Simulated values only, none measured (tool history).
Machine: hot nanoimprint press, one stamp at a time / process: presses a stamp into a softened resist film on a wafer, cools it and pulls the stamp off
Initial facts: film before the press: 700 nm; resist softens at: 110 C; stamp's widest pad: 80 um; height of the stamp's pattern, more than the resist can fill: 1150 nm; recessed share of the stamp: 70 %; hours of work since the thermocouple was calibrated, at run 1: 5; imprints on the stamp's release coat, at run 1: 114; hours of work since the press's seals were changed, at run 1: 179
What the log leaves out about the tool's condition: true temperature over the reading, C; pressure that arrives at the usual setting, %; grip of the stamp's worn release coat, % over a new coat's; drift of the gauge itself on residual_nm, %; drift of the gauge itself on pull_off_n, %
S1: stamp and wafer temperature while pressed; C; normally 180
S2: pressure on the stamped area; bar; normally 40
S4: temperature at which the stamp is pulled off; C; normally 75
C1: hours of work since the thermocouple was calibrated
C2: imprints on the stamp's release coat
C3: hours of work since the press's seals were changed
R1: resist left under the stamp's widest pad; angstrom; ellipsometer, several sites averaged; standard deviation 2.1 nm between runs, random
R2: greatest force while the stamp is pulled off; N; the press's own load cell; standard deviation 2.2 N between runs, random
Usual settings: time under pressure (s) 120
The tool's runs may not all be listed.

run 1 hour=0 | S1=180 S2=40 time_under_pressure_(s)=120 S4=75 | C1=5 C2=114 C3=179 | R1=3366 R2=104
run 2 hour=7.2 | S1=181 S2=40 time_under_pressure_(s)=120 S4=75 | C1=8 C2=129 C3=182 | R1=3200 R2=102
run 3 hour=15.2 | S1=180 S2=40 time_under_pressure_(s)=120 S4=75 | C1=12 C2=145 C3=185 | R1=3308 R2=104
run 4 hour=23.8 | S1=180 S2=40 time_under_pressure_(s)=120 S4=75 | C1=15 C2=163 C3=189 | R1=3358 R2=103
run 5 hour=34.3 | S1=180 S2=40 time_under_pressure_(s)=120 S4=75 | C1=20 C2=185 C3=193 | R1=3344 R2=102
run 6 hour=42 | S1=180 S2=40 time_under_pressure_(s)=120 S4=75 | C1=23 C2=201 C3=196 | R1=3346 R2=100
run 7 hour=47.3 | S1=180 S2=40 time_under_pressure_(s)=120 S4=78 | C1=25 C2=212 C3=199 | R1=3327 R2=99
run 8 hour=53.7 | S1=180 S2=40 time_under_pressure_(s)=120 S4=78 | C1=28 C2=226 C3=201 | R1=3337 R2=100
run 9 hour=61.3 | S1=180 S2=40 time_under_pressure_(s)=120 S4=75 | C1=31 C2=241 C3=204 | R1=3325 R2=102
run 10 hour=71.4 | S1=189 S2=40 time_under_pressure_(s)=120 S4=75 | C1=35 C2=262 C3=209 | R1=2191 R2=104
run 11 hour=78.2 | S1=180 S2=40 time_under_pressure_(s)=109 S4=75 | C1=38 C2=277 C3=212 | R1=3473 R2=108
run 12 hour=88.2 | S1=180 S2=43.4 time_under_pressure_(s)=109 S4=75 | C1=42 C2=297 C3=216 | R1=3351 R2=106
run 13 hour=93.6 | S1=180 S2=43.4 time_under_pressure_(s)=109 S4=75 | C1=44 C2=309 C3=218 | R1=3293 R2=110
run 14 hour=105.1 | S1=180 S2=43.4 time_under_pressure_(s)=109 S4=75 | C1=49 C2=333 C3=223 | R1=3332 R2=107
run 15 hour=117.6 | S1=180 S2=43.4 time_under_pressure_(s)=109 S4=75 | C1=54 C2=359 C3=228 | R1=3304 R2=108

For run 16, what comes out?
run 16 hour=128.7 | S1=186 S2=24.6 time_under_pressure_(s)=96 S4=75 | C1=59 C2=382 C3=233 | R1=? R2=?

R1: 3366 angstrom
R2: 110 N
Without the tool's hidden state the same run would have given R1 3397 angstrom, R2 103 N.
